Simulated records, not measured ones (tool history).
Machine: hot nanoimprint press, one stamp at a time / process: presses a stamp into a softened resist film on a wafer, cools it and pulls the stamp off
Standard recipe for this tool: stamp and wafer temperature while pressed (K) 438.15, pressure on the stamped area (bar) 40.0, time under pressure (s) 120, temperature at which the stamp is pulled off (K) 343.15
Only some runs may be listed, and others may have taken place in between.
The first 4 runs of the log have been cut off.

| run | hour | stamp and wafer temperature while pressed (K) | pressure on the stamped area (bar) | time under pressure (s) | temperature at which the stamp is pulled off (K) | hours of work since the thermocouple was calibrated | imprints on the stamp's release coat | hours of work since the press's seals were changed | resist left under the stamp's widest pad (angstrom) | greatest force while the stamp is pulled off (N) |
|---|---|---|---|---|---|---|---|---|---|---|
| 5 | 87.0 | 438.15 | 40.0 | 120 | 348.15 | 41 | 948 | 582 | 1498 | 278 |
| 6 | 108.6 | 438.15 | 40.0 | 120 | 348.15 | 51 | 992 | 592 | 1481 | 270 |
| 7 | 128.6 | 438.15 | 40.0 | 120 | 348.15 | 60 | 1032 | 601 | 1494 | 277 |
| 8 | 145.9 | 443.15 | 40.0 | 120 | 348.15 | 69 | 1068 | 609 | 1210 | 285 |
| 9 | 168.6 | 438.15 | 40.0 | 179 | 343.15 | 79 | 1114 | 620 | 1308 | 331 |
| 10 | 189.0 | 438.15 | 28.1 | 120 | 343.15 | 89 | 1156 | 629 | 1830 | 342 |
| 11 | 208.8 | 438.15 | 40.0 | 118 | 343.15 | 98 | 1196 | 639 | 1515 | 341 |
| 12 | 240.5 | 438.15 | 40.0 | 118 | 343.15 | 113 | 1261 | 654 | 1526 | 361 |
| 13 | 267.7 | 438.15 | 40.0 | 118 | 343.15 | 126 | 1316 | 667 | 1522 | 356 |
| 14 | 298.5 | 438.15 | 40.0 | 120 | 343.15 | 140 | 1379 | 681 | 1511 | 364 |
| 15 | 320.1 | 438.15 | 40.0 | 120 | 343.15 | 151 | 1423 | 691 | 1519 | 373 |
| 16 | 338.1 | 438.15 | 40.0 | 120 | 343.15 | 159 | 1460 | 700 | 1525 | 371 |

Run 17 is up next; what results do you expect?
| 17 | 363.9 | 438.15 | 40.0 | 120 | 343.15 | 171 | 1513 | 712 | ? | ? |

{"run 17": {"resist left under the stamp's widest pad (angstrom)": 1540, "greatest force while the stamp is pulled off (N)": 382}}
On a tool with no hidden condition, and with the same random variation, this run would have come out at resist left under the stamp's widest pad (angstrom) 1456, greatest force while the stamp is pulled off (N) 236.
